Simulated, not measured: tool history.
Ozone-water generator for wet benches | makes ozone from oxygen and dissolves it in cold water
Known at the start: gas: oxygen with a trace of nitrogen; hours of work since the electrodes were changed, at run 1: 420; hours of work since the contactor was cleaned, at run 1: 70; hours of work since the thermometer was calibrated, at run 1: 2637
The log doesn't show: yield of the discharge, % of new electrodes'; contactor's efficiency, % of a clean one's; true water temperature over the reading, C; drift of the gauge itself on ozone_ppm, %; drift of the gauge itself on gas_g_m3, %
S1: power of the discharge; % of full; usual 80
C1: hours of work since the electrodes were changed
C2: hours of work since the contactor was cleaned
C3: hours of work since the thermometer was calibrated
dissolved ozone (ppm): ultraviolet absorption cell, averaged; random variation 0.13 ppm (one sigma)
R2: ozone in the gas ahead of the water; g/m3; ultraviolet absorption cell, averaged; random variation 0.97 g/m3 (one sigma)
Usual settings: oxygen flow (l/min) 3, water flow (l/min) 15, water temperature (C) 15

run 1 hour=0 | S1=80 oxygen_flow_(l/min)=3 water_flow_(l/min)=15 water_temperature_(C)=15 | C1=420 C2=70 C3=2637 | dissolved_ozone_(ppm)=13.1 R2=166.2
run 2 hour=51.9 | S1=80 oxygen_flow_(l/min)=3 water_flow_(l/min)=13 water_temperature_(C)=15 | C1=460 C2=110 C3=2677 | dissolved_ozone_(ppm)=15.1 R2=167.4
run 3 hour=91.8 | S1=59 oxygen_flow_(l/min)=3 water_flow_(l/min)=15 water_temperature_(C)=15 | C1=490 C2=140 C3=2707 | dissolved_ozone_(ppm)=10.4 R2=132.8
run 4 hour=121.5 | S1=50 oxygen_flow_(l/min)=3 water_flow_(l/min)=15 water_temperature_(C)=15 | C1=513 C2=163 C3=2730 | dissolved_ozone_(ppm)=9.1 R2=117.2
run 5 hour=154.5 | S1=72 oxygen_flow_(l/min)=3 water_flow_(l/min)=15 water_temperature_(C)=15 | C1=538 C2=188 C3=2755 | dissolved_ozone_(ppm)=12 R2=153.1
run 6 hour=198.8 | S1=72 oxygen_flow_(l/min)=3 water_flow_(l/min)=15 water_temperature_(C)=15 | C1=572 C2=222 C3=2789 | dissolved_ozone_(ppm)=12.1 R2=151.8
-- hour=218.7 water thermometer calibrated
run 7 hour=233.2 | S1=72 oxygen_flow_(l/min)=3 water_flow_(l/min)=15 water_temperature_(C)=15 | C1=598 C2=247 C3=11 | dissolved_ozone_(ppm)=12 R2=152.1
run 8 hour=285.3 | S1=80 oxygen_flow_(l/min)=5.38 water_flow_(l/min)=15 water_temperature_(C)=15 | C1=638 C2=287 C3=51 | dissolved_ozone_(ppm)=12.2 R2=112.4
run 9 hour=311.4 | S1=80 oxygen_flow_(l/min)=3 water_flow_(l/min)=14 water_temperature_(C)=15 | C1=658 C2=307 C3=71 | dissolved_ozone_(ppm)=14 R2=163.7
run 10 hour=354.7 | S1=96 oxygen_flow_(l/min)=3 water_flow_(l/min)=9 water_temperature_(C)=15 | C1=691 C2=340 C3=104 | dissolved_ozone_(ppm)=24 R2=191
run 11 hour=402.2 | S1=84 oxygen_flow_(l/min)=2.79 water_flow_(l/min)=20 water_temperature_(C)=15 | C1=727 C2=376 C3=140 | dissolved_ozone_(ppm)=9.9 R2=179.6
run 12 hour=449.5 | S1=80 oxygen_flow_(l/min)=4.59 water_flow_(l/min)=21 water_temperature_(C)=15 | C1=763 C2=412 C3=176 | dissolved_ozone_(ppm)=9.1 R2=124.6
-- hour=459.1 contactor cleaned
run 13 hour=505 | S1=67 oxygen_flow_(l/min)=4.59 water_flow_(l/min)=21 water_temperature_(C)=9 | C1=802 C2=35 C3=215 | dissolved_ozone_(ppm)=8.6 R2=107.7
run 14 hour=543.3 | S1=48 oxygen_flow_(l/min)=3 water_flow_(l/min)=11 water_temperature_(C)=15 | C1=831 C2=64 C3=244 | dissolved_ozone_(ppm)=11.9 R2=112.7
run 15 hour=601.1 | S1=80 oxygen_flow_(l/min)=1.63 water_flow_(l/min)=15 water_temperature_(C)=15 | C1=875 C2=108 C3=289 | dissolved_ozone_(ppm)=12.9 R2=248.3
run 16 hour=648.8 | S1=67 oxygen_flow_(l/min)=1.63 water_flow_(l/min)=12 water_temperature_(C)=12 | C1=912 C2=145 C3=325 | dissolved_ozone_(ppm)=14.6 R2=216.4
-- hour=676.6 contactor cleaned, once more
run 17 hour=708.2 | S1=67 oxygen_flow_(l/min)=1.63 water_flow_(l/min)=12 water_temperature_(C)=12 | C1=954 C2=24 C3=367 | dissolved_ozone_(ppm)=14.8 R2=216.5
run 18 hour=748.8 | S1=78 oxygen_flow_(l/min)=3.78 water_flow_(l/min)=15 water_temperature_(C)=15 | C1=985 C2=55 C3=398 | dissolved_ozone_(ppm)=12.6 R2=137.4

Hidden state or all else? Some run-to-run changes of dissolved ozone (ppm), split into what the settings, what came in and random variation would give without the hidden state, and what is left for the hidden state (with any gauge scatter that isn't in both results):
Run 10 -> 11: S1 96 -> 84, oxygen flow (l/min) 3 -> 2.79, water flow (l/min) 9 -> 20. dissolved ozone (ppm) -14.1: hidden state +0.3, all else -14.4.
